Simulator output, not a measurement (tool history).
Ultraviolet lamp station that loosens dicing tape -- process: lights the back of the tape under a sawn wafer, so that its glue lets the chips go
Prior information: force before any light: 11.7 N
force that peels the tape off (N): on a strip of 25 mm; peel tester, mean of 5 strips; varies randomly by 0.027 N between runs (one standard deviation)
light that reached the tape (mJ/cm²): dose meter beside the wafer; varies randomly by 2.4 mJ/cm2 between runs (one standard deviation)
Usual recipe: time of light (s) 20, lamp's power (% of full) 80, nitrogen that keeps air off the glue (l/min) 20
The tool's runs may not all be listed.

run	hour	time of light (s)	lamp's power (% of full)	nitrogen that keeps air off the glue (l/min)	force that peels the tape off (N)	light that reached the tape (mJ/cm²)
1	0	20	80	20	1.628	228
2	88.6	20	73	20	2.088	201
3	165.7	20	73	20	2.237	191
4	253.3	20	80	20	2.038	198
5	320	20	80	20	2.197	198
6	387.3	20	80	20	2.308	192
7	445.4	20	60	20	3.547	137
# hour 483.5: window cleaned of glue's vapour
8	526.5	20	60	20	3.052	157
9	563.3	20	80	7	3.765	203
10	626.5	20	80	6	3.937	196
11	691.2	20	80	39	1.611	189
12	760.3	20	80	39	1.723	186
# hour 774.1: lamp changed
13	810.4	20	80	39	1.053	233
14	852.7	20	80	39	1.106	227
15	906.3	28	80	15	1.089	309
16	974.5	22	97	7	2.243	287
# hour 1014.4: window cleaned of glue's vapour
17	1065.9	14	61	28	3.419	128
18	1111.7	36	91	14	0.353	481
19	1194.2	13	88	12	3.707	162
20	1266.7	31	94	19	0.44	404
21	1356.1	31	94	19	0.495	390
22	1399.7	20	80	15	2.408	208
23	1453.8	11	74	6	6.612	103
24	1527.1	17	68	7	4.911	142
# hour 1547.7: window cleaned of glue's vapour
25	1586.9	17	68	7	4.822	155
26	1637	34	62	7	2.29	286
27	1680.2	11	89	16	4.087	131

Predict each of these 5 candidate next runs independently; none follows another, all start after run 27:
A	1718	11	89	20	?	?
B	1718	15	80	25	?	?
C	1718	12	63	32	?	?
D	1718	28	62	13	?	?
E	1718	32	96	38	?	?

run	force that peels the tape off (N)	light that reached the tape (mJ/cm²)
A	3.902	129
B	2.918	151
C	4.339	96
D	2.267	223
E	0.236	391
Had the tool no hidden state, the same runs would have come out as:
run	force that peels the tape off (N)	light that reached the tape (mJ/cm²)
A	2.989	160
B	2.062	190
C	3.42	121
D	1.524	278
E	0.122	489
